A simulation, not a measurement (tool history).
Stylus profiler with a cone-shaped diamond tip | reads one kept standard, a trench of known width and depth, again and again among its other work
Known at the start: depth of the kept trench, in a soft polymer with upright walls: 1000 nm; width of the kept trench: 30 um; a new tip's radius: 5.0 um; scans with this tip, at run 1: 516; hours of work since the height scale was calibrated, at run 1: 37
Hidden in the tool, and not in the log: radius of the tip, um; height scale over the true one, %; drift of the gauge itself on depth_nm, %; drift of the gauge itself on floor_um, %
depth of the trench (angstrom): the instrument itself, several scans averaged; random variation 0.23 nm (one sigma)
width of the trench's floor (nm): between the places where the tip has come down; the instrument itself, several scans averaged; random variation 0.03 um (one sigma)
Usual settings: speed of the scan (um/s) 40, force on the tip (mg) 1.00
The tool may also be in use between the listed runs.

run   hour  speed of the scan (um/s)  force on the tip (mg)  scans with this tip  hours of work since the height scale was calibrated  depth of the trench (angstrom)  width of the trench's floor (nm)
  1    0.0                        40                   1.00                  516                                                   37                         10083.6                             23540
  2   11.3                        40                   1.00                  632                                                   45                         10082.4                             23640
  3   23.0                        35                   1.00                  754                                                   53                         10079.4                             23600
  4   33.5                        35                   1.00                  861                                                   61                         10078.4                             23520
  5   41.4                        40                   1.00                  943                                                   67                         10077.1                             23450
  6   50.5                        11                   1.00                 1037                                                   74                         10078.7                             23760
  7   60.2                        11                   0.68                 1137                                                   81                         10058.3                             23730
  8   70.3                        11                   0.68                 1241                                                   88                         10060.1                             23730
  9   80.0                        40                   1.00                 1341                                                   95                         10078.0                             23510
 10   87.3                        40                   1.00                 1417                                                  101                         10074.9                             23450
 11  101.3                        40                   1.00                 1561                                                  111                         10080.5                             23420
 12  113.8                        40                   1.00                 1690                                                  120                         10078.4                             23460
 13  121.8                        40                   1.00                 1772                                                  126                         10079.3                             23390
 14  136.4                        40                   1.00                 1923                                                  136                         10076.8                             23360
 15  147.6                        40                   1.00                 2039                                                  145                         10076.0                             23350
 16  154.1                        40                   1.00                 2106                                                  149                         10077.6                             23370
 17  167.5                        40                   1.00                 2244                                                  159                         10078.6                             23290
 18  178.4                        31                   1.00                 2356                                                  167                         10072.8                             23400
 19  187.7                        31                   1.00                 2453                                                  174                         10073.4                             23420
 20  194.3                        31                   1.00                 2520                                                  179                         10075.1                             23330
     196.2  -- height scale calibrated on a step standard
 21  205.1                       132                   1.00                 2627                                                    7                         10070.7                             22300
 22  217.1                        95                   2.63                 2751                                                   15                         10148.2                             23070
 23  226.4                        95                   2.63                 2846                                                   22                         10147.2                             23020
 24  234.9                        95                   2.63                 2934                                                   28                         10144.5                             23080
 25  242.1                        95                   2.63                 3008                                                   34                         10146.4                             23030
 26  251.9                        45                   2.98                 3109                                                   41                         10157.0                             23380
 27  266.5                        11                   2.98                 3260                                                   51                         10155.5                             23540
     273.4  -- height scale calibrated on a step standard, once more
 28  277.0                        11                   2.98                 3363                                                    3                         10166.9                             23550
 29  291.0                        84                   0.35                 3507                                                   13                         10036.1                             22120
 30  301.3                        84                   0.35                 3613                                                   20                         10040.7                             22120

Forecast run 31:
 31  310.2                       119                   0.59                 3706                                                   27                               ?                                 ?

Run 31 gave depth of the trench (angstrom) 10054.8, width of the trench's floor (nm) 22010.
Without the tool's hidden state the same run would have given depth of the trench (angstrom) 10056.8, width of the trench's floor (nm) 22450.
